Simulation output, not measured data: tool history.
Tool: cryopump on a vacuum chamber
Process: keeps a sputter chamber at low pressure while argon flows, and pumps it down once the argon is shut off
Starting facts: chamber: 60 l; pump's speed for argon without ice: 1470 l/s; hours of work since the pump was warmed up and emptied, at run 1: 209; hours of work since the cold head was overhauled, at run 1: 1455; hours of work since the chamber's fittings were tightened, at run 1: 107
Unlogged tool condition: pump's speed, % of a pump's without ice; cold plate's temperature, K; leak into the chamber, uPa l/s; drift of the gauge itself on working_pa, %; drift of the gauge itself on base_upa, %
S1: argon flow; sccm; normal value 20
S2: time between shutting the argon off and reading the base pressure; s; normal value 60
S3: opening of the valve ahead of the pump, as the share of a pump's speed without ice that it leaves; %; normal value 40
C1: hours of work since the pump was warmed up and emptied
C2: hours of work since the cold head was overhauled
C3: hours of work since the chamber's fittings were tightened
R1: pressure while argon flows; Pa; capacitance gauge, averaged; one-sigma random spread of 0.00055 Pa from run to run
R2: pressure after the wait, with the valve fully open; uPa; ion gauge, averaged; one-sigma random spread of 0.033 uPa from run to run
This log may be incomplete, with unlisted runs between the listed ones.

run	hour	S1	S2	S3	C1	C2	C3	R1	R2
1	0.0	20	60	40	209	1455	107	0.0600	1.95
2	27.8	20	60	40	232	1478	130	0.0615	2.00
3	52.8	22	60	40	252	1498	150	0.0673	2.00
4	97.9	22	60	40	289	1535	187	0.0680	2.09
5	133.8	22	60	40	319	1565	216	0.0680	2.10
6	180.3	20	60	40	357	1603	254	0.0630	2.23
7	209.7	20	60	40	381	1627	278	0.0630	2.20
8	236.5	20	60	40	403	1649	300	0.0631	2.35
9	280.6	20	60	40	439	1685	337	0.0639	2.38
10	325.3	20	60	40	475	1721	373	0.0637	2.37
11	357.7	17	60	40	502	1748	400	0.0559	2.46
12	382.0	9	60	40	522	1768	420	0.0292	2.63
13	409.8	12	60	40	545	1791	442	0.0398	2.60
14	454.0	12	60	40	581	1827	479	0.0407	2.70
# hour 470.7: pump warmed up, emptied and cooled again
15	490.0	12	60	40	16	1852	504	0.0350	2.46
16	536.1	12	60	40	54	1890	542	0.0353	2.53
17	561.4	20	198	40	74	1911	562	0.0587	1.45
18	601.7	20	60	51	107	1944	595	0.0468	2.48
19	632.6	34	60	40	133	1969	621	0.1006	2.67
20	656.7	24	83	58	152	1989	640	0.0501	2.26
21	679.3	24	84	33	171	2007	659	0.0873	2.28
22	711.3	24	84	33	197	2033	685	0.0875	2.33
23	736.5	35	57	40	218	2054	706	0.1054	2.87
24	778.4	35	57	40	252	2088	740	0.1072	3.02
25	812.5	11	95	36	280	2116	768	0.0362	2.47
26	857.7	11	95	36	317	2153	805	0.0377	2.55
27	897.4	16	60	40	349	2186	838	0.0503	3.23
28	921.1	20	36	40	369	2205	857	0.0629	4.15
29	948.6	20	162	34	391	2228	879	0.0739	2.25
30	995.1	19	179	40	429	2266	918	0.0610	2.31
31	1027.6	19	30	40	456	2293	944	0.0611	4.83
32	1067.1	15	165	40	488	2325	976	0.0489	2.45
33	1112.1	15	165	40	525	2362	1013	0.0501	2.65

Some steps in R1, run to run, broken into two amounts with sign: the step expected even without the hidden condition (settings, incoming material, random variation), and the rest, left for the hidden condition together with whatever gauge scatter is not in both the measured and the hidden-condition-free result:
Run 11 -> 12: S1 17 -> 9. R1 -0.0267 Pa: hidden state -0.0030, all else -0.0237.
Run 14 -> 15: pump warmed up, emptied and cooled again. R1 -0.0057 Pa: hidden state -0.0054, all else -0.0003.
Run 18 -> 19: S1 20 -> 34, S3 51 -> 40. R1 +0.0538 Pa: hidden state +0.0016, all else +0.0522.
Run 19 -> 20: S1 34 -> 24, S2 60 -> 83, S3 40 -> 58. R1 -0.0505 Pa: hidden state -0.0006, all else -0.0499.
Run 24 -> 25: S1 35 -> 11, S2 57 -> 95, S3 40 -> 36. R1 -0.0710 Pa: hidden state -0.0039, all else -0.0671.
